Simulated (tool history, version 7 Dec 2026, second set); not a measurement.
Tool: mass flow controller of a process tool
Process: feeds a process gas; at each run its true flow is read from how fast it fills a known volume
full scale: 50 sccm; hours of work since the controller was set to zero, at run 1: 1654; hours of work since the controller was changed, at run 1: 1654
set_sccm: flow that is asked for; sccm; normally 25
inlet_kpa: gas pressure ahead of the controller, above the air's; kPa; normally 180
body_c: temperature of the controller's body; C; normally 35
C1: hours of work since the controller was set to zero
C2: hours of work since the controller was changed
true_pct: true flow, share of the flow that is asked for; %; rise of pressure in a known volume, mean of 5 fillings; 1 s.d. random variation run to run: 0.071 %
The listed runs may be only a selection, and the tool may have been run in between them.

run 1 hour=0.0 | set_sccm=25 inlet_kpa=180 body_c=35 | C1=1654 C2=1654 | true_pct=99.98
run 2 hour=373.4 | set_sccm=25 inlet_kpa=180 body_c=35 | C1=1946 C2=1946 | true_pct=99.98
run 3 hour=869.1 | set_sccm=25 inlet_kpa=180 body_c=35 | C1=2335 C2=2335 | true_pct=99.94
run 4 hour=1363.4 | set_sccm=25 inlet_kpa=180 body_c=35 | C1=2723 C2=2723 | true_pct=100.04
run 5 hour=1851.4 | set_sccm=25 inlet_kpa=180 body_c=35 | C1=3106 C2=3106 | true_pct=100.08
run 6 hour=2323.2 | set_sccm=25 inlet_kpa=152 body_c=35 | C1=3476 C2=3476 | true_pct=100.01
run 7 hour=2550.8 | set_sccm=25 inlet_kpa=152 body_c=35 | C1=3655 C2=3655 | true_pct=99.84
run 8 hour=2831.9 | set_sccm=25 inlet_kpa=180 body_c=25 | C1=3875 C2=3875 | true_pct=99.44
run 9 hour=3218.6 | set_sccm=25 inlet_kpa=180 body_c=25 | C1=4178 C2=4178 | true_pct=99.35
run 10 hour=3624.9 | set_sccm=39 inlet_kpa=180 body_c=25 | C1=4497 C2=4497 | true_pct=100.39
run 11 hour=4083.5 | set_sccm=25 inlet_kpa=180 body_c=35 | C1=4857 C2=4857 | true_pct=100.29
run 12 hour=4569.9 | set_sccm=25 inlet_kpa=180 body_c=35 | C1=5239 C2=5239 | true_pct=100.19
run 13 hour=4832.4 | set_sccm=34 inlet_kpa=180 body_c=35 | C1=5445 C2=5445 | true_pct=101.00
run 14 hour=5113.3 | set_sccm=12 inlet_kpa=180 body_c=35 | C1=5665 C2=5665 | true_pct=98.17
-- hour=5413.5 controller's zero set anew
run 15 hour=5502.2 | set_sccm=12 inlet_kpa=221 body_c=35 | C1=70 C2=5970 | true_pct=101.70
run 16 hour=5867.5 | set_sccm=6 inlet_kpa=221 body_c=22 | C1=356 C2=6256 | true_pct=100.22
run 17 hour=6342.7 | set_sccm=29 inlet_kpa=161 body_c=24 | C1=729 C2=6629 | true_pct=101.25

Predict the results of run 18:
run 18 hour=6808.1 | set_sccm=8 inlet_kpa=176 body_c=35 | C1=1094 C2=6994 | true_pct=?

Run 18 gave true_pct 100.88 %.
The same run, on a tool lacking any hidden state, would have yielded true_pct 99.49 %.
